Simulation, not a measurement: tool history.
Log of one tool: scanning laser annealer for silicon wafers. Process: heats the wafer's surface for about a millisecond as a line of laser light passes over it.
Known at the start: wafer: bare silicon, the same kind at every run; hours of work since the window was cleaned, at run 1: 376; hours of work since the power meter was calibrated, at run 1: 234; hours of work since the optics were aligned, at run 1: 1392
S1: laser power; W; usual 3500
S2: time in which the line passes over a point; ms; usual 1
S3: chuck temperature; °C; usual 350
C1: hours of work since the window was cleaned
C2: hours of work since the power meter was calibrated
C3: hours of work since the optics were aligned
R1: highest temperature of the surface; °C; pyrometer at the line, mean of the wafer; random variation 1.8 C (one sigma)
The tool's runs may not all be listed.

{"run": 1, "hour": 0.0, "S1": 3500, "S2": 1, "S3": 350, "C1": 376, "C2": 234, "C3": 1392, "R1": 1022}
{"run": 2, "hour": 12.4, "S1": 3500, "S2": 1, "S3": 350, "C1": 383, "C2": 241, "C3": 1399, "R1": 1021}
{"run": 3, "hour": 18.7, "S1": 3500, "S2": 1, "S3": 390, "C1": 387, "C2": 245, "C3": 1403, "R1": 1060}
{"run": 4, "hour": 26.9, "S1": 3500, "S2": 1, "S3": 350, "C1": 392, "C2": 250, "C3": 1408, "R1": 1027}
{"run": 5, "hour": 35.3, "S1": 3500, "S2": 1, "S3": 349, "C1": 396, "C2": 255, "C3": 1413, "R1": 1021}
{"run": 6, "hour": 42.6, "S1": 3500, "S2": 1, "S3": 349, "C1": 401, "C2": 259, "C3": 1417, "R1": 1020}
{"run": 7, "hour": 54.0, "S1": 3500, "S2": 1, "S3": 349, "C1": 407, "C2": 266, "C3": 1424, "R1": 1016}
{"run": 8, "hour": 61.7, "S1": 3500, "S2": 1, "S3": 349, "C1": 412, "C2": 270, "C3": 1428, "R1": 1016}
{"run": 9, "hour": 74.5, "S1": 3500, "S2": 1.04, "S3": 349, "C1": 419, "C2": 277, "C3": 1436, "R1": 1027}
{"run": 10, "hour": 86.0, "S1": 3500, "S2": 1.04, "S3": 349, "C1": 426, "C2": 284, "C3": 1442, "R1": 1032}
{"run": 11, "hour": 96.9, "S1": 3500, "S2": 1.04, "S3": 349, "C1": 432, "C2": 291, "C3": 1449, "R1": 1027}
{"run": 12, "hour": 107.8, "S1": 3500, "S2": 1.04, "S3": 349, "C1": 439, "C2": 297, "C3": 1455, "R1": 1029}
{"run": 13, "hour": 113.8, "S1": 3500, "S2": 1.04, "S3": 349, "C1": 442, "C2": 300, "C3": 1458, "R1": 1029}
{"run": 14, "hour": 121.5, "S1": 3500, "S2": 1.04, "S3": 349, "C1": 447, "C2": 305, "C3": 1463, "R1": 1028}
{"hour": 129.1, "done": "window over the wafer cleaned"}
{"run": 15, "hour": 130.6, "S1": 3500, "S2": 1.04, "S3": 349, "C1": 1, "C2": 309, "C3": 1467, "R1": 1068}
{"run": 16, "hour": 136.1, "S1": 3500, "S2": 1.04, "S3": 349, "C1": 4, "C2": 312, "C3": 1470, "R1": 1070}
{"run": 17, "hour": 142.2, "S1": 3500, "S2": 1.04, "S3": 349, "C1": 8, "C2": 316, "C3": 1474, "R1": 1069}
{"run": 18, "hour": 148.8, "S1": 3500, "S2": 1.04, "S3": 349, "C1": 12, "C2": 320, "C3": 1478, "R1": 1068}
{"run": 19, "hour": 159.5, "S1": 3500, "S2": 1.04, "S3": 349, "C1": 18, "C2": 326, "C3": 1484, "R1": 1069}
{"run": 20, "hour": 171.6, "S1": 3500, "S2": 1, "S3": 365, "C1": 25, "C2": 333, "C3": 1491, "R1": 1071}
{"run": 21, "hour": 180.3, "S1": 3500, "S2": 1, "S3": 365, "C1": 30, "C2": 338, "C3": 1496, "R1": 1072}
{"run": 22, "hour": 192.7, "S1": 3500, "S2": 0.99, "S3": 365, "C1": 37, "C2": 345, "C3": 1503, "R1": 1063}
{"run": 23, "hour": 197.9, "S1": 3152, "S2": 1.06, "S3": 350, "C1": 40, "C2": 348, "C3": 1506, "R1": 990}
{"run": 24, "hour": 209.2, "S1": 3152, "S2": 1.06, "S3": 350, "C1": 47, "C2": 355, "C3": 1513, "R1": 990}
{"run": 25, "hour": 219.3, "S1": 3708, "S2": 0.75, "S3": 374, "C1": 53, "C2": 361, "C3": 1519, "R1": 1031}
{"run": 26, "hour": 226.8, "S1": 3708, "S2": 0.75, "S3": 374, "C1": 57, "C2": 365, "C3": 1523, "R1": 1031}
{"run": 27, "hour": 236.7, "S1": 3532, "S2": 0.85, "S3": 374, "C1": 63, "C2": 371, "C3": 1529, "R1": 1030}
{"run": 28, "hour": 242.0, "S1": 3597, "S2": 1, "S3": 368, "C1": 66, "C2": 374, "C3": 1532, "R1": 1089}
{"run": 29, "hour": 253.1, "S1": 3568, "S2": 1.02, "S3": 349, "C1": 72, "C2": 380, "C3": 1539, "R1": 1072}
{"run": 30, "hour": 263.8, "S1": 3489, "S2": 1.19, "S3": 350, "C1": 79, "C2": 387, "C3": 1545, "R1": 1108}
{"run": 31, "hour": 274.7, "S1": 3424, "S2": 0.97, "S3": 383, "C1": 85, "C2": 393, "C3": 1551, "R1": 1057}
{"run": 32, "hour": 284.0, "S1": 3229, "S2": 0.97, "S3": 332, "C1": 90, "C2": 399, "C3": 1557, "R1": 957}
{"run": 33, "hour": 296.6, "S1": 3229, "S2": 0.97, "S3": 332, "C1": 98, "C2": 406, "C3": 1564, "R1": 954}
{"run": 34, "hour": 305.8, "S1": 3229, "S2": 0.97, "S3": 332, "C1": 103, "C2": 411, "C3": 1569, "R1": 959}
{"run": 35, "hour": 314.2, "S1": 3845, "S2": 1.08, "S3": 372, "C1": 108, "C2": 416, "C3": 1574, "R1": 1181}
{"run": 36, "hour": 324.2, "S1": 3525, "S2": 0.87, "S3": 367, "C1": 114, "C2": 422, "C3": 1580, "R1": 1024}
{"run": 37, "hour": 333.9, "S1": 3525, "S2": 1.14, "S3": 374, "C1": 119, "C2": 428, "C3": 1586, "R1": 1122}
{"run": 38, "hour": 339.7, "S1": 3526, "S2": 0.78, "S3": 337, "C1": 123, "C2": 431, "C3": 1589, "R1": 961}
{"run": 39, "hour": 346.7, "S1": 3526, "S2": 0.78, "S3": 337, "C1": 127, "C2": 435, "C3": 1593, "R1": 961}
{"run": 40, "hour": 352.0, "S1": 3526, "S2": 0.78, "S3": 337, "C1": 130, "C2": 438, "C3": 1596, "R1": 957}

4 ways to go on from here, each from the tool as it stands after run 40. What would each give?
{"run": "A", "hour": 363.3, "S1": 3526, "S2": 0.78, "S3": 388, "C1": 137, "C2": 445, "C3": 1603, "R1": "?"}
{"run": "B", "hour": 363.3, "S1": 3500, "S2": 0.72, "S3": 320, "C1": 137, "C2": 445, "C3": 1603, "R1": "?"}
{"run": "C", "hour": 363.3, "S1": 3426, "S2": 1, "S3": 350, "C1": 137, "C2": 445, "C3": 1603, "R1": "?"}
{"run": "D", "hour": 363.3, "S1": 3500, "S2": 0.85, "S3": 350, "C1": 137, "C2": 445, "C3": 1603, "R1": "?"}

run=A R1=1005
run=B R1=914
run=C R1=1030
run=D R1=995
Without the tool's hidden state the same runs would have given:
run=A R1=1029
run=B R1=936
run=C R1=1056
run=D R1=1019
